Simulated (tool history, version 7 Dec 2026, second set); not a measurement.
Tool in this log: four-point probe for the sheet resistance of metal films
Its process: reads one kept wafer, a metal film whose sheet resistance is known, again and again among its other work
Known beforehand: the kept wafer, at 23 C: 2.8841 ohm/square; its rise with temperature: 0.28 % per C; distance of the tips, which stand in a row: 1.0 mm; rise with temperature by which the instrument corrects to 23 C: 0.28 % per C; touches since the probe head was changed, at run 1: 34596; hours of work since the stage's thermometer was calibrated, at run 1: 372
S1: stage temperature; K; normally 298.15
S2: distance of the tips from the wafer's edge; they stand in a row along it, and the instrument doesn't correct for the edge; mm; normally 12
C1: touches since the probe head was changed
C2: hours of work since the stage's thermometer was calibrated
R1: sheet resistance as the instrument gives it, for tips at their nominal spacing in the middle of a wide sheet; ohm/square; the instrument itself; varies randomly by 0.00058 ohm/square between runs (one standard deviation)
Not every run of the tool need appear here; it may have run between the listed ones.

{"run": 1, "hour": 0.0, "S1": 298.15, "S2": 12, "C1": 34596, "C2": 372, "R1": 2.912683}
{"run": 2, "hour": 13.9, "S1": 298.15, "S2": 12, "C1": 34996, "C2": 379, "R1": 2.912178}
{"run": 3, "hour": 26.2, "S1": 298.15, "S2": 12, "C1": 35348, "C2": 385, "R1": 2.914091}
{"run": 4, "hour": 46.3, "S1": 298.15, "S2": 12, "C1": 35923, "C2": 394, "R1": 2.913198}
{"run": 5, "hour": 62.3, "S1": 294.15, "S2": 12, "C1": 36383, "C2": 402, "R1": 2.914552}
{"run": 6, "hour": 83.7, "S1": 298.15, "S2": 8, "C1": 36996, "C2": 413, "R1": 2.928634}
{"run": 7, "hour": 96.9, "S1": 298.15, "S2": 12, "C1": 37375, "C2": 419, "R1": 2.914574}
{"run": 8, "hour": 108.4, "S1": 298.15, "S2": 16, "C1": 37705, "C2": 425, "R1": 2.909641}
{"run": 9, "hour": 129.4, "S1": 298.15, "S2": 12, "C1": 38307, "C2": 435, "R1": 2.916018}
{"run": 10, "hour": 149.8, "S1": 298.15, "S2": 12, "C1": 38891, "C2": 445, "R1": 2.915286}
{"run": 11, "hour": 159.1, "S1": 298.15, "S2": 12, "C1": 39159, "C2": 449, "R1": 2.914726}
{"run": 12, "hour": 171.2, "S1": 298.15, "S2": 12, "C1": 39504, "C2": 455, "R1": 2.915761}
{"run": 13, "hour": 191.7, "S1": 298.15, "S2": 12, "C1": 40091, "C2": 465, "R1": 2.916009}
{"run": 14, "hour": 204.3, "S1": 298.15, "S2": 12, "C1": 40453, "C2": 471, "R1": 2.915841}
{"hour": 206.4, "done": "stage's thermometer calibrated"}
{"run": 15, "hour": 224.1, "S1": 298.15, "S2": 12, "C1": 41008, "C2": 9, "R1": 2.917949}
{"run": 16, "hour": 234.9, "S1": 292.15, "S2": 20, "C1": 41315, "C2": 14, "R1": 2.911004}
{"run": 17, "hour": 244.8, "S1": 295.15, "S2": 6, "C1": 41600, "C2": 19, "R1": 2.949917}
{"run": 18, "hour": 259.6, "S1": 292.15, "S2": 3, "C1": 42024, "C2": 26, "R1": 3.071487}
{"run": 19, "hour": 281.3, "S1": 292.15, "S2": 3, "C1": 42647, "C2": 37, "R1": 3.071281}
{"hour": 291.1, "done": "stage's thermometer calibrated, once more"}
{"run": 20, "hour": 298.2, "S1": 291.15, "S2": 3, "C1": 43116, "C2": 3, "R1": 3.070027}
{"run": 21, "hour": 314.7, "S1": 299.15, "S2": 22, "C1": 43589, "C2": 11, "R1": 2.908941}
{"run": 22, "hour": 327.3, "S1": 294.15, "S2": 10, "C1": 43952, "C2": 18, "R1": 2.922226}
{"run": 23, "hour": 340.4, "S1": 294.15, "S2": 10, "C1": 44326, "C2": 24, "R1": 2.921975}
{"run": 24, "hour": 354.9, "S1": 306.15, "S2": 9, "C1": 44743, "C2": 31, "R1": 2.925088}
{"run": 25, "hour": 365.8, "S1": 293.15, "S2": 33, "C1": 45054, "C2": 36, "R1": 2.910573}
{"run": 26, "hour": 377.7, "S1": 298.15, "S2": 10, "C1": 45397, "C2": 42, "R1": 2.923164}
{"run": 27, "hour": 388.9, "S1": 296.15, "S2": 8, "C1": 45717, "C2": 48, "R1": 2.932241}
{"run": 28, "hour": 403.2, "S1": 296.15, "S2": 8, "C1": 46127, "C2": 55, "R1": 2.931987}
{"run": 29, "hour": 420.0, "S1": 296.15, "S2": 8, "C1": 46610, "C2": 63, "R1": 2.931253}

Below are 4 alternative next runs, each starting from the tool's condition after run 29. Predict each:
{"run": "A", "hour": 437.6, "S1": 298.15, "S2": 10, "C1": 47114, "C2": 72, "R1": "?"}
{"run": "B", "hour": 437.6, "S1": 292.15, "S2": 11, "C1": 47114, "C2": 72, "R1": "?"}
{"run": "C", "hour": 437.6, "S1": 298.15, "S2": 7, "C1": 47114, "C2": 72, "R1": "?"}
{"run": "D", "hour": 437.6, "S1": 295.15, "S2": 8, "C1": 47114, "C2": 72, "R1": "?"}

run=A R1=2.92352
run=B R1=2.920929
run=C R1=2.939488
run=D R1=2.932145
What these runs would have given with no unlogged condition in the tool:
run=A R1=2.899407
run=B R1=2.896831
run=C R1=2.915254
run=D R1=2.907964
